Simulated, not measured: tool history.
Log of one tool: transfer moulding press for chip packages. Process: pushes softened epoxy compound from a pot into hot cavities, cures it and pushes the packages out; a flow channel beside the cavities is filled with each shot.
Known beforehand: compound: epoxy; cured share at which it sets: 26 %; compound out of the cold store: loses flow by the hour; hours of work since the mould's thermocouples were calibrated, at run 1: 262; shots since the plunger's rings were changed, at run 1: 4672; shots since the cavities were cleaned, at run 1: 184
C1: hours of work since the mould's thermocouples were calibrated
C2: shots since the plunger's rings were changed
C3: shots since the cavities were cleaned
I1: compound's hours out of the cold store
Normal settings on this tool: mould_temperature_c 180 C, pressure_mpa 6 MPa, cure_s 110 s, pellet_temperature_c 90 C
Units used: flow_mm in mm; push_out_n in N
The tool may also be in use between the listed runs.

{"run": 1, "hour": 0.0, "mould_temperature_c": 180, "pressure_mpa": 6, "cure_s": 110, "pellet_temperature_c": 90, "C1": 262, "C2": 4672, "C3": 184, "I1": 19.7, "flow_mm": 844, "push_out_n": 392}
{"run": 2, "hour": 12.9, "mould_temperature_c": 180, "pressure_mpa": 6, "cure_s": 110, "pellet_temperature_c": 90, "C1": 271, "C2": 4812, "C3": 324, "I1": 29.9, "flow_mm": 807, "push_out_n": 379}
{"run": 3, "hour": 31.3, "mould_temperature_c": 180, "pressure_mpa": 6, "cure_s": 110, "pellet_temperature_c": 90, "C1": 283, "C2": 5012, "C3": 524, "I1": 8.5, "flow_mm": 869, "push_out_n": 391}
{"run": 4, "hour": 55.0, "mould_temperature_c": 180, "pressure_mpa": 6, "cure_s": 110, "pellet_temperature_c": 90, "C1": 298, "C2": 5268, "C3": 780, "I1": 21.5, "flow_mm": 833, "push_out_n": 384}
{"run": 5, "hour": 73.7, "mould_temperature_c": 180, "pressure_mpa": 6, "cure_s": 110, "pellet_temperature_c": 90, "C1": 311, "C2": 5470, "C3": 982, "I1": 43.6, "flow_mm": 771, "push_out_n": 395}
{"hour": 77.1, "done": "cavities cleaned with cleaning compound and waxed"}
{"run": 6, "hour": 95.4, "mould_temperature_c": 180, "pressure_mpa": 6, "cure_s": 110, "pellet_temperature_c": 90, "C1": 324, "C2": 5688, "C3": 197, "I1": 36.9, "flow_mm": 787, "push_out_n": 377}
{"run": 7, "hour": 117.4, "mould_temperature_c": 178, "pressure_mpa": 6, "cure_s": 110, "pellet_temperature_c": 90, "C1": 338, "C2": 5927, "C3": 436, "I1": 47.6, "flow_mm": 771, "push_out_n": 412}
{"run": 8, "hour": 142.3, "mould_temperature_c": 175, "pressure_mpa": 6, "cure_s": 110, "pellet_temperature_c": 90, "C1": 355, "C2": 6196, "C3": 705, "I1": 44.6, "flow_mm": 790, "push_out_n": 462}
{"run": 9, "hour": 154.7, "mould_temperature_c": 180, "pressure_mpa": 4.52, "cure_s": 110, "pellet_temperature_c": 90, "C1": 363, "C2": 6330, "C3": 839, "I1": 32.2, "flow_mm": 703, "push_out_n": 382}
{"hour": 172.3, "done": "cavities cleaned with cleaning compound and waxed"}
{"run": 10, "hour": 172.6, "mould_temperature_c": 180, "pressure_mpa": 5.77, "cure_s": 110, "pellet_temperature_c": 90, "C1": 374, "C2": 6508, "C3": 3, "I1": 25, "flow_mm": 808, "push_out_n": 373}
{"run": 11, "hour": 187.8, "mould_temperature_c": 180, "pressure_mpa": 6, "cure_s": 110, "pellet_temperature_c": 90, "C1": 384, "C2": 6673, "C3": 168, "I1": 44, "flow_mm": 766, "push_out_n": 383}
{"hour": 208.2, "done": "plunger's sealing rings changed"}
{"run": 12, "hour": 208.9, "mould_temperature_c": 180, "pressure_mpa": 6, "cure_s": 110, "pellet_temperature_c": 90, "C1": 396, "C2": 8, "C3": 369, "I1": 32.2, "flow_mm": 816, "push_out_n": 381}
{"run": 13, "hour": 223.5, "mould_temperature_c": 180, "pressure_mpa": 6, "cure_s": 110, "pellet_temperature_c": 90, "C1": 406, "C2": 166, "C3": 527, "I1": 41.7, "flow_mm": 777, "push_out_n": 371}
{"run": 14, "hour": 243.5, "mould_temperature_c": 180, "pressure_mpa": 6, "cure_s": 110, "pellet_temperature_c": 90, "C1": 419, "C2": 382, "C3": 743, "I1": 47.5, "flow_mm": 759, "push_out_n": 369}
{"run": 15, "hour": 255.7, "mould_temperature_c": 180, "pressure_mpa": 6, "cure_s": 110, "pellet_temperature_c": 90, "C1": 427, "C2": 514, "C3": 875, "I1": 24.7, "flow_mm": 835, "push_out_n": 388}
{"hour": 261.4, "done": "mould's thermocouples calibrated"}
{"hour": 272.1, "done": "cavities cleaned with cleaning compound and waxed"}
{"run": 16, "hour": 272.7, "mould_temperature_c": 180, "pressure_mpa": 6, "cure_s": 97, "pellet_temperature_c": 99, "C1": 6, "C2": 660, "C3": 7, "I1": 16, "flow_mm": 840, "push_out_n": 432}
{"run": 17, "hour": 298.0, "mould_temperature_c": 180, "pressure_mpa": 5.68, "cure_s": 97, "pellet_temperature_c": 99, "C1": 23, "C2": 934, "C3": 281, "I1": 26, "flow_mm": 805, "push_out_n": 452}
{"run": 18, "hour": 310.4, "mould_temperature_c": 180, "pressure_mpa": 5.68, "cure_s": 97, "pellet_temperature_c": 99, "C1": 31, "C2": 1068, "C3": 415, "I1": 24, "flow_mm": 808, "push_out_n": 442}
{"run": 19, "hour": 334.7, "mould_temperature_c": 177, "pressure_mpa": 6.63, "cure_s": 105, "pellet_temperature_c": 85, "C1": 47, "C2": 1331, "C3": 678, "I1": 42.3, "flow_mm": 845, "push_out_n": 489}
{"run": 20, "hour": 347.7, "mould_temperature_c": 173, "pressure_mpa": 7.21, "cure_s": 110, "pellet_temperature_c": 90, "C1": 56, "C2": 1472, "C3": 819, "I1": 33.4, "flow_mm": 919, "push_out_n": 590}
{"run": 21, "hour": 361.6, "mould_temperature_c": 173, "pressure_mpa": 7.21, "cure_s": 110, "pellet_temperature_c": 83, "C1": 65, "C2": 1622, "C3": 969, "I1": 21.7, "flow_mm": 948, "push_out_n": 616}
{"hour": 366.1, "done": "cavities cleaned with cleaning compound and waxed"}
{"run": 22, "hour": 381.2, "mould_temperature_c": 180, "pressure_mpa": 6, "cure_s": 137, "pellet_temperature_c": 93, "C1": 77, "C2": 1818, "C3": 164, "I1": 21.1, "flow_mm": 840, "push_out_n": 340}
{"run": 23, "hour": 399.6, "mould_temperature_c": 180, "pressure_mpa": 6, "cure_s": 137, "pellet_temperature_c": 93, "C1": 89, "C2": 2017, "C3": 363, "I1": 25.9, "flow_mm": 812, "push_out_n": 364}
{"run": 24, "hour": 419.7, "mould_temperature_c": 180, "pressure_mpa": 6, "cure_s": 146, "pellet_temperature_c": 80, "C1": 102, "C2": 2234, "C3": 580, "I1": 24, "flow_mm": 831, "push_out_n": 347}
{"run": 25, "hour": 433.4, "mould_temperature_c": 180, "pressure_mpa": 6, "cure_s": 146, "pellet_temperature_c": 80, "C1": 111, "C2": 2383, "C3": 729, "I1": 24.7, "flow_mm": 836, "push_out_n": 340}
{"run": 26, "hour": 444.3, "mould_temperature_c": 176, "pressure_mpa": 4.52, "cure_s": 110, "pellet_temperature_c": 85, "C1": 118, "C2": 2501, "C3": 847, "I1": 44.6, "flow_mm": 677, "push_out_n": 455}
{"run": 27, "hour": 457.6, "mould_temperature_c": 185, "pressure_mpa": 4.65, "cure_s": 129, "pellet_temperature_c": 90, "C1": 127, "C2": 2645, "C3": 991, "I1": 33.9, "flow_mm": 700, "push_out_n": 333}
{"hour": 460.7, "done": "cavities cleaned with cleaning compound and waxed"}
{"run": 28, "hour": 483.8, "mould_temperature_c": 180, "pressure_mpa": 6.63, "cure_s": 90, "pellet_temperature_c": 90, "C1": 144, "C2": 2913, "C3": 251, "I1": 30.7, "flow_mm": 861, "push_out_n": 521}

Alternative continuations, all from the tool just after run 28; predict every row:
{"run": "A", "hour": 501.4, "mould_temperature_c": 179, "pressure_mpa": 6.97, "cure_s": 110, "pellet_temperature_c": 95, "C1": 155, "C2": 3103, "C3": 441, "I1": 40.7, "flow_mm": "?", "push_out_n": "?"}
{"run": "B", "hour": 501.4, "mould_temperature_c": 180, "pressure_mpa": 5.1, "cure_s": 117, "pellet_temperature_c": 90, "C1": 155, "C2": 3103, "C3": 441, "I1": 16.4, "flow_mm": "?", "push_out_n": "?"}
{"run": "C", "hour": 501.4, "mould_temperature_c": 180, "pressure_mpa": 7.07, "cure_s": 110, "pellet_temperature_c": 90, "C1": 155, "C2": 3103, "C3": 441, "I1": 15.5, "flow_mm": "?", "push_out_n": "?"}

run=A flow_mm=847 push_out_n=388
run=B flow_mm=788 push_out_n=368
run=C flow_mm=937 push_out_n=381
Without the tool's unlogged condition, the same runs would have read:
run=A flow_mm=849 push_out_n=383
run=B flow_mm=790 push_out_n=363
run=C flow_mm=939 push_out_n=376
